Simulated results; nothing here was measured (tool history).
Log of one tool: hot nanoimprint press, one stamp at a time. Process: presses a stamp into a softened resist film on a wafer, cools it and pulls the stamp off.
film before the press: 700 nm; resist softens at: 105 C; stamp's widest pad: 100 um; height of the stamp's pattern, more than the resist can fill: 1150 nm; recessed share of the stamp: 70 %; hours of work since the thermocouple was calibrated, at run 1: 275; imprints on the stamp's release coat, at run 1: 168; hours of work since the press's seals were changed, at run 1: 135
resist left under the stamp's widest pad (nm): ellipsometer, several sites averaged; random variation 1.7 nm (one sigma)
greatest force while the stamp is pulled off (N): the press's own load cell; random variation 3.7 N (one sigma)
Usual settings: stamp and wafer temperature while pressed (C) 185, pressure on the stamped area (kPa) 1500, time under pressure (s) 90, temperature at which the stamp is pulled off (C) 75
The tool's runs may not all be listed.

run	hour	stamp and wafer temperature while pressed (C)	pressure on the stamped area (kPa)	time under pressure (s)	temperature at which the stamp is pulled off (C)	hours of work since the thermocouple was calibrated	imprints on the stamp's release coat	hours of work since the press's seals were changed	resist left under the stamp's widest pad (nm)	greatest force while the stamp is pulled off (N)
1	0	185	1500	90	75	275	168	135	256.9	180
2	8	185	1500	90	75	280	200	141	258.3	175
3	15.7	185	1500	90	75	285	231	146	255.3	176
4	25.2	185	1500	90	75	292	269	153	252.9	187
5	33.1	185	1500	90	75	297	301	158	256.8	180
6	43.6	185	1500	90	75	305	343	165	257.4	184
7	56.1	185	1350	90	75	313	393	174	266.8	184
8	66	185	1350	90	75	320	433	181	269.6	185
9	76.4	185	1350	90	75	327	474	188	267.1	182
10	87.2	185	1350	90	75	335	518	196	270.3	191
11	97.8	185	1500	90	60	342	560	203	257.1	225
12	103.9	185	1500	90	60	347	585	207	256.1	219
13	116.4	185	1500	90	60	355	635	216	254.5	217
14	128.1	185	1500	90	64	363	682	224	254	213
15	137.7	187	1050	52	75	370	720	231	333.7	187
16	149	175	1500	90	77	378	765	238	414.7	189
# hour 152.9: plate thermocouple calibrated
17	161.1	196	2400	137	75	6	802	245	92.1	199
18	173.6	174	1170	65	63	14	852	253	493.8	212
# hour 189.5: plate thermocouple calibrated, once more
19	189.5	196	1170	46	64	0	904	262	233.4	216
20	199.5	196	1170	54	64	7	944	269	220.5	220
21	208.1	196	1170	54	64	13	978	275	217.2	223
22	220	196	1170	54	64	21	1026	283	217.4	218
23	230.9	196	1170	54	64	29	1070	291	218.4	224
24	237.6	196	1730	54	78	33	1096	296	178.8	199
25	246.4	182	1440	80	81	39	1132	302	330.7	188
26	255.4	185	1030	89	75	46	1168	308	318.3	203
27	266.5	185	1910	90	75	53	1212	316	235.8	201

3 ways to go on from here, each from the tool as it stands after run 27. What would each give?
A	274.1	191	1500	90	75	59	1243	321	?	?
B	274.1	185	990	90	75	59	1243	321	?	?
C	274.1	178	1190	78	75	59	1243	321	?	?

run	resist left under the stamp's widest pad (nm)	greatest force while the stamp is pulled off (N)
A	193.8	210
B	323	197
C	427.7	199
Without the tool's hidden state the same runs would have given:
run	resist left under the stamp's widest pad (nm)	greatest force while the stamp is pulled off (N)
A	193.9	182
B	324.2	172
C	428.9	173
